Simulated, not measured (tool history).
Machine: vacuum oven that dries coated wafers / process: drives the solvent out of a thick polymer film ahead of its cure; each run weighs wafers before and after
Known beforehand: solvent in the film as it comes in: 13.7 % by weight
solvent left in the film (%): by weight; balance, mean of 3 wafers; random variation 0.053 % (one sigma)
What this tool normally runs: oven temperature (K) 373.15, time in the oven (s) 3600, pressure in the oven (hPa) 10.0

Run 1, hour 0.0: usual settings. Result: solvent left in the film (%) 1.76.
Run 2, hour 21.2: usual settings. Result: solvent left in the film (%) 1.77.
Run 3, hour 35.7: usual settings but pressure in the oven (hPa) 7.3. Result: solvent left in the film (%) 1.75.
Run 4, hour 57.6: usual settings but pressure in the oven (hPa) 7.3. Result: solvent left in the film (%) 1.63.
Run 5, hour 86.6: usual settings. Result: solvent left in the film (%) 1.79.
Run 6, hour 103.5: usual settings. Result: solvent left in the film (%) 1.71.
Run 7, hour 121.1: usual settings but pressure in the oven (hPa) 14.4. Result: solvent left in the film (%) 2.00.
Run 8, hour 147.4: usual settings but pressure in the oven (hPa) 14.4. Result: solvent left in the film (%) 1.94.
Run 9, hour 169.6: usual settings but pressure in the oven (hPa) 14.4. Result: solvent left in the film (%) 1.98.
Run 10, hour 191.3: usual settings but pressure in the oven (hPa) 14.4. Result: solvent left in the film (%) 2.13.
Run 11, hour 212.5: usual settings but pressure in the oven (hPa) 9.9. Result: solvent left in the film (%) 1.85.
Run 12, hour 234.7: usual settings but pressure in the oven (hPa) 25.4. Result: solvent left in the film (%) 2.50.
Run 13, hour 252.0: usual settings. Result: solvent left in the film (%) 1.88.
Run 14, hour 271.6: usual settings. Result: solvent left in the film (%) 1.87.
Run 15, hour 298.9: usual settings. Result: solvent left in the film (%) 1.86.
Run 16, hour 325.3: usual settings. Result: solvent left in the film (%) 1.93.
Run 17, hour 347.3: usual settings. Result: solvent left in the film (%) 1.89.
Run 18, hour 373.2: usual settings but oven temperature (K) 379.15. Result: solvent left in the film (%) 1.03.
Run 19, hour 397.4: usual settings but oven temperature (K) 379.15. Result: solvent left in the film (%) 1.14.
Run 20, hour 419.0: usual settings but oven temperature (K) 379.15. Result: solvent left in the film (%) 1.07.
Run 21, hour 435.6: usual settings but oven temperature (K) 379.15. Result: solvent left in the film (%) 1.02.
Run 22, hour 462.4: usual settings but oven temperature (K) 379.15. Result: solvent left in the film (%) 1.06.
Run 23, hour 478.7: usual settings but oven temperature (K) 379.15. Result: solvent left in the film (%) 1.05.
Run 24, hour 494.1: usual settings but oven temperature (K) 379.15. Result: solvent left in the film (%) 1.07.
Run 25, hour 506.0: usual settings but oven temperature (K) 370.15, time in the oven (s) 3060, pressure in the oven (hPa) 12.5. Result: solvent left in the film (%) 3.16.
Run 26, hour 523.8: usual settings but oven temperature (K) 377.15, time in the oven (s) 2160, pressure in the oven (hPa) 21.7. Result: solvent left in the film (%) 3.26.
Run 27, hour 536.8: usual settings but oven temperature (K) 377.15, time in the oven (s) 2160, pressure in the oven (hPa) 21.7. Result: solvent left in the film (%) 3.28.
Run 28, hour 559.9: usual settings but oven temperature (K) 358.15, pressure in the oven (hPa) 19.7. Result: solvent left in the film (%) 5.83.
Run 29, hour 577.1: usual settings but oven temperature (K) 380.15, time in the oven (s) 6240, pressure in the oven (hPa) 38.0. Result: solvent left in the film (%) 1.64.
Run 30, hour 603.4: usual settings but oven temperature (K) 380.15, time in the oven (s) 6240, pressure in the oven (hPa) 38.0. Result: solvent left in the film (%) 1.72.
Run 31, hour 625.1: usual settings but oven temperature (K) 377.15, time in the oven (s) 2160, pressure in the oven (hPa) 9.3. Result: solvent left in the film (%) 2.80.
Run 32, hour 640.9: usual settings but oven temperature (K) 359.15, time in the oven (s) 2460, pressure in the oven (hPa) 9.3. Result: solvent left in the film (%) 6.48.
Run 33, hour 662.1: usual settings but oven temperature (K) 363.15, time in the oven (s) 3780, pressure in the oven (hPa) 5.4. Result: solvent left in the film (%) 3.74.
Run 34, hour 676.7: usual settings but oven temperature (K) 368.15, time in the oven (s) 3900, pressure in the oven (hPa) 23.5. Result: solvent left in the film (%) 3.42.
Run 35, hour 697.3: usual settings but oven temperature (K) 368.15, time in the oven (s) 3900, pressure in the oven (hPa) 23.5. Result: solvent left in the film (%) 3.40.
Run 36, hour 723.4: usual settings but time in the oven (s) 6000. Result: solvent left in the film (%) 0.94.
Run 37, hour 735.4: usual settings but oven temperature (K) 382.15, time in the oven (s) 5520, pressure in the oven (hPa) 6.9. Result: solvent left in the film (%) 0.31.
Run 38, hour 759.6: usual settings but oven temperature (K) 382.15, time in the oven (s) 5520, pressure in the oven (hPa) 6.9. Result: solvent left in the film (%) 0.40.
Run 39, hour 779.4: usual settings but oven temperature (K) 382.15, time in the oven (s) 5520, pressure in the oven (hPa) 6.9. Result: solvent left in the film (%) 0.37.
Run 40, hour 795.9: usual settings but oven temperature (K) 370.15, time in the oven (s) 6300, pressure in the oven (hPa) 15.4. Result: solvent left in the film (%) 1.51.
Run 41, hour 818.4: usual settings but oven temperature (K) 364.15. Result: solvent left in the film (%) 3.95.
Run 42, hour 835.4: usual settings but oven temperature (K) 359.15, time in the oven (s) 5760. Result: solvent left in the film (%) 3.60.
Run 43, hour 848.5: usual settings but oven temperature (K) 359.15, time in the oven (s) 5760. Result: solvent left in the film (%) 3.55.
Run 44, hour 871.6: usual settings but time in the oven (s) 2640. Result: solvent left in the film (%) 3.08.
Run 45, hour 885.3: usual settings but time in the oven (s) 3180. Result: solvent left in the film (%) 2.35.
Run 46, hour 914.2: usual settings but oven temperature (K) 380.15, time in the oven (s) 6060. Result: solvent left in the film (%) 0.50.
Run 47, hour 942.1: usual settings but time in the oven (s) 4200. Result: solvent left in the film (%) 1.70.
Run 48, hour 960.8: usual settings but oven temperature (K) 372.15, time in the oven (s) 3540, pressure in the oven (hPa) 12.4. Result: solvent left in the film (%) 2.37.

3 options for the next run, each taken on its own from the tool as it stands now. Forecast them:
Run A, hour 977.1: usual settings but oven temperature (K) 374.15, time in the oven (s) 2100, pressure in the oven (hPa) 32.7. Result: solvent left in the film (%) ?.
Run B, hour 977.1: usual settings but time in the oven (s) 3720, pressure in the oven (hPa) 28.5. Result: solvent left in the film (%) ?.
Run C, hour 977.1: usual settings but pressure in the oven (hPa) 15.6. Result: solvent left in the film (%) ?.

run  solvent left in the film (%)
  A                          4.54
  B                          2.85
  C                          2.38
Had the tool no hidden state, the same runs would have come out as:
run  solvent left in the film (%)
  A                          4.29
  B                          2.62
  C                          2.15
